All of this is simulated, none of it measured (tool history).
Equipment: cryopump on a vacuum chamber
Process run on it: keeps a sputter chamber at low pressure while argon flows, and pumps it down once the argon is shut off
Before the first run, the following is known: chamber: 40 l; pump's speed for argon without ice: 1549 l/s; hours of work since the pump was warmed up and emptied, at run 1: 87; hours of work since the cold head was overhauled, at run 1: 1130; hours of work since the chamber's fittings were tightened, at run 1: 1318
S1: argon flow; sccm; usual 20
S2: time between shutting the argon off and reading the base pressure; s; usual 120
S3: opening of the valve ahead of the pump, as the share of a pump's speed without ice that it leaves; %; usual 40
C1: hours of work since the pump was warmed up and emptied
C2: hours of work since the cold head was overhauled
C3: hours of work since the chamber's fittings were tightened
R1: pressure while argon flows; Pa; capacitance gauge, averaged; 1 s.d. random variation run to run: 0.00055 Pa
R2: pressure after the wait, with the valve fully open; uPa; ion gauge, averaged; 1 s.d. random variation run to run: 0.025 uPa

run 1 hour=0 | S1=20 S2=120 S3=40 | C1=87 C2=1130 C3=1318 | R1=0.0548 R2=1.64
run 2 hour=63.6 | S1=20 S2=120 S3=40 | C1=112 C2=1155 C3=1343 | R1=0.0558 R2=1.71
run 3 hour=116.2 | S1=20 S2=120 S3=40 | C1=133 C2=1176 C3=1365 | R1=0.0568 R2=1.73
run 4 hour=160 | S1=20 S2=120 S3=40 | C1=151 C2=1194 C3=1382 | R1=0.0568 R2=1.77
run 5 hour=225.5 | S1=20 S2=120 S3=40 | C1=177 C2=1220 C3=1408 | R1=0.057 R2=1.78
run 6 hour=305.7 | S1=20 S2=120 S3=40 | C1=209 C2=1252 C3=1441 | R1=0.0568 R2=1.82
run 7 hour=364 | S1=33 S2=120 S3=40 | C1=233 C2=1276 C3=1464 | R1=0.0946 R2=1.77
run 8 hour=417 | S1=33 S2=120 S3=40 | C1=254 C2=1297 C3=1485 | R1=0.0958 R2=1.82
run 9 hour=473.9 | S1=33 S2=120 S3=40 | C1=277 C2=1320 C3=1508 | R1=0.095 R2=1.84
run 10 hour=534.2 | S1=20 S2=120 S3=40 | C1=301 C2=1344 C3=1532 | R1=0.0574 R2=1.87
run 11 hour=575.7 | S1=12 S2=120 S3=40 | C1=318 C2=1361 C3=1549 | R1=0.0343 R2=1.92
run 12 hour=639.1 | S1=23 S2=120 S3=40 | C1=343 C2=1386 C3=1574 | R1=0.0667 R2=1.95
run 13 hour=677.6 | S1=20 S2=120 S3=40 | C1=358 C2=1402 C3=1590 | R1=0.0585 R2=1.88
run 14 hour=771 | S1=20 S2=120 S3=40 | C1=396 C2=1439 C3=1627 | R1=0.0588 R2=1.95
run 15 hour=862.8 | S1=20 S2=120 S3=40 | C1=433 C2=1476 C3=1664 | R1=0.0603 R2=1.98
run 16 hour=951.8 | S1=20 S2=120 S3=40 | C1=468 C2=1512 C3=1700 | R1=0.0606 R2=2.07
-- hour=997.9 pump warmed up, emptied and cooled again
run 17 hour=1035.7 | S1=20 S2=120 S3=40 | C1=15 C2=1543 C3=1731 | R1=0.0552 R2=1.86
run 18 hour=1118.1 | S1=36 S2=44 S3=40 | C1=48 C2=1576 C3=1764 | R1=0.0991 R2=3.25
run 19 hour=1177.1 | S1=36 S2=44 S3=40 | C1=72 C2=1600 C3=1788 | R1=0.1001 R2=3.23
run 20 hour=1260.3 | S1=30 S2=185 S3=40 | C1=105 C2=1633 C3=1822 | R1=0.0836 R2=1.63
run 21 hour=1318.6 | S1=13 S2=120 S3=40 | C1=129 C2=1657 C3=1845 | R1=0.0364 R2=1.9
run 22 hour=1361.7 | S1=13 S2=120 S3=40 | C1=146 C2=1674 C3=1862 | R1=0.0363 R2=2.08
run 23 hour=1428.7 | S1=34 S2=120 S3=40 | C1=173 C2=1701 C3=1889 | R1=0.0966 R2=2.04
run 24 hour=1493.8 | S1=20 S2=120 S3=21 | C1=199 C2=1727 C3=1915 | R1=0.1063 R2=2.03
run 25 hour=1582.2 | S1=20 S2=120 S3=21 | C1=234 C2=1762 C3=1951 | R1=0.1068 R2=2.05
run 26 hour=1660.6 | S1=20 S2=120 S3=21 | C1=266 C2=1794 C3=1982 | R1=0.1079 R2=2.09
run 27 hour=1746.5 | S1=12 S2=174 S3=40 | C1=300 C2=1828 C3=2017 | R1=0.035 R2=1.88
run 28 hour=1814.9 | S1=20 S2=120 S3=21 | C1=328 C2=1856 C3=2044 | R1=0.1072 R2=2.13
run 29 hour=1897.1 | S1=22 S2=196 S3=21 | C1=361 C2=1889 C3=2077 | R1=0.1185 R2=1.93
run 30 hour=1979.9 | S1=22 S2=196 S3=21 | C1=394 C2=1922 C3=2110 | R1=0.1201 R2=1.95
run 31 hour=2019.9 | S1=17 S2=120 S3=40 | C1=410 C2=1938 C3=2126 | R1=0.0503 R2=2.27
run 32 hour=2101.6 | S1=20 S2=124 S3=40 | C1=443 C2=1971 C3=2159 | R1=0.0609 R2=2.25
run 33 hour=2193.4 | S1=20 S2=120 S3=17 | C1=480 C2=2008 C3=2196 | R1=0.1339 R2=2.42
-- hour=2211.5 pump warmed up, emptied and cooled again
run 34 hour=2286.1 | S1=17 S2=120 S3=40 | C1=30 C2=2043 C3=2231 | R1=0.0473 R2=2.18

Forecast each of these 3 alternatives for the next run:
run A hour=2348.2 | S1=13 S2=120 S3=40 | C1=55 C2=2068 C3=2256 | R1=? R2=?
run B hour=2348.2 | S1=23 S2=44 S3=28 | C1=55 C2=2068 C3=2256 | R1=? R2=?
run C hour=2348.2 | S1=8 S2=209 S3=24 | C1=55 C2=2068 C3=2256 | R1=? R2=?

run=A R1=0.0364 R2=2.11
run=B R1=0.0913 R2=3.5
run=C R1=0.0373 R2=1.72
Take away the tool's hidden state, keep each run's random variation, and the runs would have read:
run=A R1=0.0357 R2=0.98
run=B R1=0.09 R2=2.38
run=C R1=0.0369 R2=0.59

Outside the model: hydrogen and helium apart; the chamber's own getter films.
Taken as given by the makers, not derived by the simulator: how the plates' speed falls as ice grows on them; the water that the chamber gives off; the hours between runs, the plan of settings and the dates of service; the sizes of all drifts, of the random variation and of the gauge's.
